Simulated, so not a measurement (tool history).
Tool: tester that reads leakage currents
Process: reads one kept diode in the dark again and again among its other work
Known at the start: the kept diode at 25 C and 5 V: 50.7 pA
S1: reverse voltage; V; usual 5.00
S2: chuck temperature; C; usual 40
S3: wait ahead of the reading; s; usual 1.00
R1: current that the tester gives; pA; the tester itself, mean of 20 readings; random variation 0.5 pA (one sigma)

Run 1, hour 0.0: usual settings. Result: R1 162.02 pA.
Run 2, hour 114.2: usual settings. Result: R1 160.76 pA.
Run 3, hour 212.6: usual settings. Result: R1 160.35 pA.
Run 4, hour 318.7: usual settings. Result: R1 158.99 pA.
Run 5, hour 420.7: usual settings. Result: R1 159.21 pA.
Run 6, hour 486.6: usual settings. Result: R1 157.51 pA.
Run 7, hour 548.6: usual settings but S1 18.39 V, S2 27 C, S3 0.96 s. Result: R1 127.32 pA.
Run 8, hour 646.1: usual settings but S1 18.39 V, S2 27 C, S3 0.96 s. Result: R1 126.87 pA.
Run 9, hour 746.1: usual settings but S1 18.39 V, S2 52 C, S3 1.59 s. Result: R1 665.02 pA.
At hour 803.2: probe card cleaned and baked.
Run 10, hour 845.3: usual settings but S1 18.39 V, S2 52 C, S3 1.59 s. Result: R1 634.78 pA.
Run 11, hour 900.3: usual settings but S2 30 C. Result: R1 67.76 pA.

Forecast each of these 4 alternatives for the next run:
Run A, hour 998.1: usual settings but S1 4.42 V, S2 48 C, S3 2.46 s. Result: R1 ?.
Run B, hour 998.1: usual settings but S1 2.96 V, S2 33 C. Result: R1 ?.
Run C, hour 998.1: usual settings but S2 24 C, S3 8.89 s. Result: R1 ?.
Run D, hour 998.1: usual settings but S1 3.91 V, S3 1.04 s. Result: R1 ?.

run      R1
  A  247.45
  B   67.08
  C   41.43
  D  130.12
Without the tool's hidden state the same runs would have given:
run      R1
  A  278.20
  B   76.01
  C   46.98
  D  146.91
